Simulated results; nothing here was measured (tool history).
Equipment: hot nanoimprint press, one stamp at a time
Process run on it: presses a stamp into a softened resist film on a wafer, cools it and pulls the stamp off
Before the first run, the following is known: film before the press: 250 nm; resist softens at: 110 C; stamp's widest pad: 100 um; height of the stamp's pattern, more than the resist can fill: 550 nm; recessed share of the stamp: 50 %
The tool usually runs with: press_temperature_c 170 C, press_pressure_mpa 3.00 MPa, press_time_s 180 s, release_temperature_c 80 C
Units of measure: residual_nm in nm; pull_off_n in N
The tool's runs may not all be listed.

Run 1, hour 0.0: usual settings. Result: residual_nm 124.9 nm, pull_off_n 115 N.
Run 2, hour 78.3: usual settings. Result: residual_nm 124.8 nm, pull_off_n 117 N.
Run 3, hour 117.5: usual settings. Result: residual_nm 126.7 nm, pull_off_n 117 N.
Run 4, hour 161.3: usual settings. Result: residual_nm 127.4 nm, pull_off_n 119 N.
Run 5, hour 228.6: usual settings. Result: residual_nm 128.2 nm, pull_off_n 123 N.
Run 6, hour 275.7: usual settings. Result: residual_nm 128.2 nm, pull_off_n 123 N.
Run 7, hour 317.8: usual settings but press_temperature_c 181 C, press_time_s 182 s, release_temperature_c 70 C. Result: residual_nm 78.8 nm, pull_off_n 149 N.
Run 8, hour 357.8: usual settings but press_temperature_c 159 C, press_time_s 275 s, release_temperature_c 78 C. Result: residual_nm 178.6 nm, pull_off_n 131 N.
Run 9, hour 441.0: usual settings but press_temperature_c 159 C, press_time_s 275 s, release_temperature_c 78 C. Result: residual_nm 182.1 nm, pull_off_n 134 N.
At hour 475.3: stamp cleaned and given a new release coat.
Run 10, hour 535.0: usual settings but release_temperature_c 73 C. Result: residual_nm 132.5 nm, pull_off_n 132 N.
Run 11, hour 605.3: usual settings but press_temperature_c 163 C, press_pressure_mpa 3.18 MPa, press_time_s 277 s. Result: residual_nm 152.5 nm, pull_off_n 121 N.

Pick out some run-to-run changes in residual_nm. Of each, how much would a tool without hidden state show as well, from the settings, what came in and chance, and how much is left for the hidden state and any gauge scatter not in both results compared?
What the log doesn't record here: true temperature over the reading, C; pressure that arrives at the usual setting, %; grip of the stamp's worn release coat, % over a new coat's; drift of the gauge itself on residual_nm, %; drift of the gauge itself on pull_off_n, %.
Run 7 -> 8: press_temperature_c 181 -> 159, press_time_s 182 -> 275, release_temperature_c 70 -> 78. residual_nm +99.8 nm: hidden state +6.0, all else +93.8.

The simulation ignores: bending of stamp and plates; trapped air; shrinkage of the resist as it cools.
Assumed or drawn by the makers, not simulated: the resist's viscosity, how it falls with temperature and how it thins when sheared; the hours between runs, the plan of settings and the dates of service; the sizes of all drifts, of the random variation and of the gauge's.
